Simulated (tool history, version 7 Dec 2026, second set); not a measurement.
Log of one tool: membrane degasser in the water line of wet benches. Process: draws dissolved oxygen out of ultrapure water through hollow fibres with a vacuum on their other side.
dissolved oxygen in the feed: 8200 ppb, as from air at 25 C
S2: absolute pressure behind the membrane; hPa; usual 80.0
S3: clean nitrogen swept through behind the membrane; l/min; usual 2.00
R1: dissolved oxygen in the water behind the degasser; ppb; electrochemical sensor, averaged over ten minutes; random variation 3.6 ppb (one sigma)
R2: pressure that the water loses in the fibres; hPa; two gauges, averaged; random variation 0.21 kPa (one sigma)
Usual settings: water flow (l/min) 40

run 1 hour=0.0 | water_flow_(l/min)=40 S2=80.0 S3=2.00 | R1=355.3 R2=509.4
run 2 hour=367.7 | water_flow_(l/min)=40 S2=80.0 S3=2.00 | R1=353.5 R2=511.6
run 3 hour=736.3 | water_flow_(l/min)=40 S2=80.0 S3=2.00 | R1=352.1 R2=508.9
run 4 hour=1078.9 | water_flow_(l/min)=40 S2=80.0 S3=2.00 | R1=357.0 R2=507.1
run 5 hour=1335.2 | water_flow_(l/min)=40 S2=109.2 S3=2.00 | R1=478.1 R2=511.5
run 6 hour=1560.1 | water_flow_(l/min)=59 S2=80.0 S3=2.00 | R1=571.9 R2=748.3
run 7 hour=1905.7 | water_flow_(l/min)=41 S2=169.4 S3=2.72 | R1=596.5 R2=520.6
run 8 hour=2061.1 | water_flow_(l/min)=41 S2=169.4 S3=2.72 | R1=607.7 R2=520.0
run 9 hour=2398.1 | water_flow_(l/min)=41 S2=169.4 S3=2.72 | R1=606.1 R2=517.0
run 10 hour=2574.9 | water_flow_(l/min)=26 S2=173.6 S3=1.68 | R1=529.1 R2=331.6
run 11 hour=2849.4 | water_flow_(l/min)=46 S2=100.1 S3=3.76 | R1=381.7 R2=581.9
run 12 hour=3049.9 | water_flow_(l/min)=35 S2=125.9 S3=1.08 | R1=694.6 R2=445.1

5 ways to go on from here, each from the tool as it stands after run 12. What would each give?
run A hour=3212.7 | water_flow_(l/min)=35 S2=60.8 S3=3.45 | R1=? R2=?
run B hour=3212.7 | water_flow_(l/min)=40 S2=197.3 S3=2.00 | R1=? R2=?
run C hour=3212.7 | water_flow_(l/min)=54 S2=125.9 S3=1.08 | R1=? R2=?
run D hour=3212.7 | water_flow_(l/min)=53 S2=125.9 S3=2.12 | R1=? R2=?
run E hour=3212.7 | water_flow_(l/min)=40 S2=188.0 S3=5.09 | R1=? R2=?

run=A R1=185.7 R2=445.5
run=B R1=819.0 R2=510.1
run=C R1=1043.1 R2=685.2
run=D R1=713.8 R2=675.6
run=E R1=430.6 R2=508.3
Without the tool's hidden state the same runs would have given:
run=A R1=185.1 R2=445.1
run=B R1=818.4 R2=509.6
run=C R1=1042.2 R2=684.5
run=D R1=712.9 R2=674.9
run=E R1=430.0 R2=507.8

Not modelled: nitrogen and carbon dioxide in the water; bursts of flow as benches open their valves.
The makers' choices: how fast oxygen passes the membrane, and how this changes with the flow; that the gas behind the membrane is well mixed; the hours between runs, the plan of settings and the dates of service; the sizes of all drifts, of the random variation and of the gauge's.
